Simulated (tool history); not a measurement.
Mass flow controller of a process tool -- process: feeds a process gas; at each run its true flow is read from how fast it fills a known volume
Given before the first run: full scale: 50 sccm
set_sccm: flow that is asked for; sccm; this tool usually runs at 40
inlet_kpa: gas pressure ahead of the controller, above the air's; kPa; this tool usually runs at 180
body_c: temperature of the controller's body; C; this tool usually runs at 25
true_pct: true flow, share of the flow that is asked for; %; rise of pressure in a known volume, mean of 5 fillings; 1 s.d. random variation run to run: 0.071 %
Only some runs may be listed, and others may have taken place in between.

run,hour,set_sccm,inlet_kpa,body_c,true_pct
1,0,40,180,25,99.48
2,48,40,180,25,99.28
3,97.2,40,180,25,99.29
4,144.8,40,180,25,99.37
5,221.1,40,180,25,99.33
6,310.2,40,180,25,99.19
7,389.8,40,180,25,99.11
8,478.4,40,147,27,98.99
9,561.2,40,144,34,98.45
10,646.6,10,279,34,95.98
11,724.9,45,279,22,98.66
12,785.3,10,165,31,96.64
13,841.1,10,165,31,96.48
14,928.1,10,147,21,97.17

What if the next run were any one of these 3? Each begins from the tool's condition after run 14:
A,1023.1,9,234,38,?
B,1023.1,40,231,22,?
C,1023.1,32,180,21,?

run,true_pct
A,95.35
B,98.31
C,98.22
Take away the tool's hidden state, keep each run's random variation, and the runs would have read:
run,true_pct
A,96.54
B,99.53
C,99.44

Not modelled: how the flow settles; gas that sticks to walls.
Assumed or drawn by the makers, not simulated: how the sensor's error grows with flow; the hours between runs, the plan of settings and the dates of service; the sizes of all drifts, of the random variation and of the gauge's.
